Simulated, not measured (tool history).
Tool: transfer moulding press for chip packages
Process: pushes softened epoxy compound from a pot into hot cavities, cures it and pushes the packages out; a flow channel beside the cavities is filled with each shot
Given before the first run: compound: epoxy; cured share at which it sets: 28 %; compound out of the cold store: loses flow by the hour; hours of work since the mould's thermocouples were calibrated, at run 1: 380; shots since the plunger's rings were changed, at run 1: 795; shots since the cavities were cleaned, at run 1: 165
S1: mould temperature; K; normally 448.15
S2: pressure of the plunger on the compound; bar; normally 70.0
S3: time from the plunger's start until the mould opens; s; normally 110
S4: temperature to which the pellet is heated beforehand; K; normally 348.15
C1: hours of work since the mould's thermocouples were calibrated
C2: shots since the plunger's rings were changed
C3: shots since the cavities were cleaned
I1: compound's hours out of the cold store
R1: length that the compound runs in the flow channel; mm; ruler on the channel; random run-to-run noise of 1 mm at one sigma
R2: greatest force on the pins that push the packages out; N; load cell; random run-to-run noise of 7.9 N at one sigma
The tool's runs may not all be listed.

{"run": 1, "hour": 0.0, "S1": 448.15, "S2": 70.0, "S3": 110, "S4": 348.15, "C1": 380, "C2": 795, "C3": 165, "I1": 12.3, "R1": 565, "R2": 471}
{"hour": 28.5, "done": "cavities cleaned with cleaning compound and waxed"}
{"hour": 75.7, "done": "cavities cleaned with cleaning compound and waxed"}
{"run": 2, "hour": 83.5, "S1": 448.15, "S2": 70.0, "S3": 110, "S4": 348.15, "C1": 429, "C2": 1567, "C3": 75, "I1": 8.4, "R1": 569, "R2": 411}
{"hour": 125.8, "done": "cavities cleaned with cleaning compound and waxed"}
{"run": 3, "hour": 149.9, "S1": 448.15, "S2": 70.0, "S3": 110, "S4": 348.15, "C1": 468, "C2": 2189, "C3": 231, "I1": 33.3, "R1": 506, "R2": 452}
{"hour": 175.5, "done": "cavities cleaned with cleaning compound and waxed"}
{"run": 4, "hour": 197.9, "S1": 448.15, "S2": 70.0, "S3": 110, "S4": 343.15, "C1": 496, "C2": 2634, "C3": 214, "I1": 32.4, "R1": 507, "R2": 454}
{"hour": 222.9, "done": "cavities cleaned with cleaning compound and waxed"}
{"hour": 273.0, "done": "cavities cleaned with cleaning compound and waxed"}
{"run": 5, "hour": 280.7, "S1": 448.15, "S2": 70.0, "S3": 110, "S4": 343.15, "C1": 544, "C2": 3399, "C3": 74, "I1": 23.8, "R1": 523, "R2": 412}
{"hour": 293.8, "done": "plunger's sealing rings changed"}
{"hour": 323.6, "done": "cavities cleaned with cleaning compound and waxed"}
{"run": 6, "hour": 358.2, "S1": 448.15, "S2": 70.0, "S3": 110, "S4": 343.15, "C1": 588, "C2": 603, "C3": 332, "I1": 21.5, "R1": 541, "R2": 531}
{"hour": 372.9, "done": "cavities cleaned with cleaning compound and waxed"}
{"hour": 419.9, "done": "cavities cleaned with cleaning compound and waxed"}
{"run": 7, "hour": 434.6, "S1": 448.15, "S2": 70.0, "S3": 110, "S4": 343.15, "C1": 633, "C2": 1306, "C3": 141, "I1": 21.1, "R1": 541, "R2": 449}
{"hour": 469.1, "done": "cavities cleaned with cleaning compound and waxed"}
{"run": 8, "hour": 481.8, "S1": 448.15, "S2": 70.0, "S3": 110, "S4": 343.15, "C1": 660, "C2": 1744, "C3": 122, "I1": 21.8, "R1": 536, "R2": 453}
{"hour": 517.6, "done": "cavities cleaned with cleaning compound and waxed"}
{"run": 9, "hour": 560.6, "S1": 448.15, "S2": 70.0, "S3": 110, "S4": 343.15, "C1": 707, "C2": 2484, "C3": 412, "I1": 33.9, "R1": 502, "R2": 528}
{"hour": 567.1, "done": "cavities cleaned with cleaning compound and waxed"}
{"hour": 614.8, "done": "cavities cleaned with cleaning compound and waxed"}
{"run": 10, "hour": 634.1, "S1": 448.15, "S2": 70.0, "S3": 110, "S4": 343.15, "C1": 749, "C2": 3160, "C3": 185, "I1": 22.8, "R1": 526, "R2": 486}
{"hour": 666.1, "done": "cavities cleaned with cleaning compound and waxed"}
{"hour": 673.8, "done": "plunger's sealing rings changed"}
{"run": 11, "hour": 701.9, "S1": 448.15, "S2": 70.0, "S3": 110, "S4": 343.15, "C1": 788, "C2": 270, "C3": 320, "I1": 36.4, "R1": 509, "R2": 502}
{"hour": 717.4, "done": "cavities cleaned with cleaning compound and waxed"}
{"hour": 768.1, "done": "cavities cleaned with cleaning compound and waxed"}
{"run": 12, "hour": 770.4, "S1": 448.15, "S2": 70.0, "S3": 110, "S4": 343.15, "C1": 827, "C2": 897, "C3": 23, "I1": 22.7, "R1": 538, "R2": 393}
{"hour": 783.2, "done": "mould's thermocouples calibrated"}
{"run": 13, "hour": 807.2, "S1": 453.15, "S2": 70.0, "S3": 110, "S4": 345.15, "C1": 14, "C2": 1231, "C3": 357, "I1": 25.4, "R1": 513, "R2": 368}
{"hour": 817.2, "done": "cavities cleaned with cleaning compound and waxed"}
{"run": 14, "hour": 859.9, "S1": 453.15, "S2": 70.0, "S3": 110, "S4": 356.15, "C1": 45, "C2": 1721, "C3": 409, "I1": 22.7, "R1": 518, "R2": 381}
{"hour": 869.1, "done": "cavities cleaned with cleaning compound and waxed"}
{"hour": 914.6, "done": "cavities cleaned with cleaning compound and waxed"}
{"run": 15, "hour": 923.9, "S1": 442.15, "S2": 72.6, "S3": 124, "S4": 341.15, "C1": 82, "C2": 2306, "C3": 90, "I1": 13.6, "R1": 576, "R2": 483}
{"hour": 962.4, "done": "cavities cleaned with cleaning compound and waxed"}
{"run": 16, "hour": 978.8, "S1": 449.15, "S2": 71.0, "S3": 129, "S4": 341.15, "C1": 114, "C2": 2817, "C3": 157, "I1": 30.7, "R1": 507, "R2": 297}
{"hour": 1010.3, "done": "cavities cleaned with cleaning compound and waxed"}
{"hour": 1052.1, "done": "plunger's sealing rings changed"}
{"run": 17, "hour": 1056.0, "S1": 449.15, "S2": 65.2, "S3": 101, "S4": 341.15, "C1": 158, "C2": 37, "C3": 414, "I1": 31.3, "R1": 499, "R2": 588}
{"hour": 1061.1, "done": "cavities cleaned with cleaning compound and waxed"}
{"run": 18, "hour": 1099.5, "S1": 448.15, "S2": 70.0, "S3": 110, "S4": 357.15, "C1": 184, "C2": 440, "C3": 368, "I1": 35.3, "R1": 506, "R2": 483}
{"hour": 1109.9, "done": "cavities cleaned with cleaning compound and waxed"}
{"hour": 1156.1, "done": "cavities cleaned with cleaning compound and waxed"}
{"run": 19, "hour": 1160.5, "S1": 451.15, "S2": 62.1, "S3": 95, "S4": 348.15, "C1": 219, "C2": 995, "C3": 42, "I1": 16.2, "R1": 511, "R2": 421}
{"hour": 1204.7, "done": "cavities cleaned with cleaning compound and waxed"}
{"run": 20, "hour": 1204.7, "S1": 448.15, "S2": 70.0, "S3": 136, "S4": 344.15, "C1": 245, "C2": 1405, "C3": 0, "I1": 29.0, "R1": 518, "R2": 242}
{"run": 21, "hour": 1248.5, "S1": 448.15, "S2": 54.7, "S3": 117, "S4": 348.15, "C1": 271, "C2": 1824, "C3": 419, "I1": 18.4, "R1": 479, "R2": 449}

Run 22 comes next. What will it give?
{"hour": 1254.4, "done": "cavities cleaned with cleaning compound and waxed"}
{"run": 22, "hour": 1296.3, "S1": 454.15, "S2": 70.0, "S3": 97, "S4": 348.15, "C1": 299, "C2": 2268, "C3": 402, "I1": 23.1, "R1": "?", "R2": "?"}

Run 22 measured R1 516 mm, R2 451 N.
If the tool had no hidden condition, the same run with the same run-to-run variation would have returned R1 526 mm, R2 289 N.
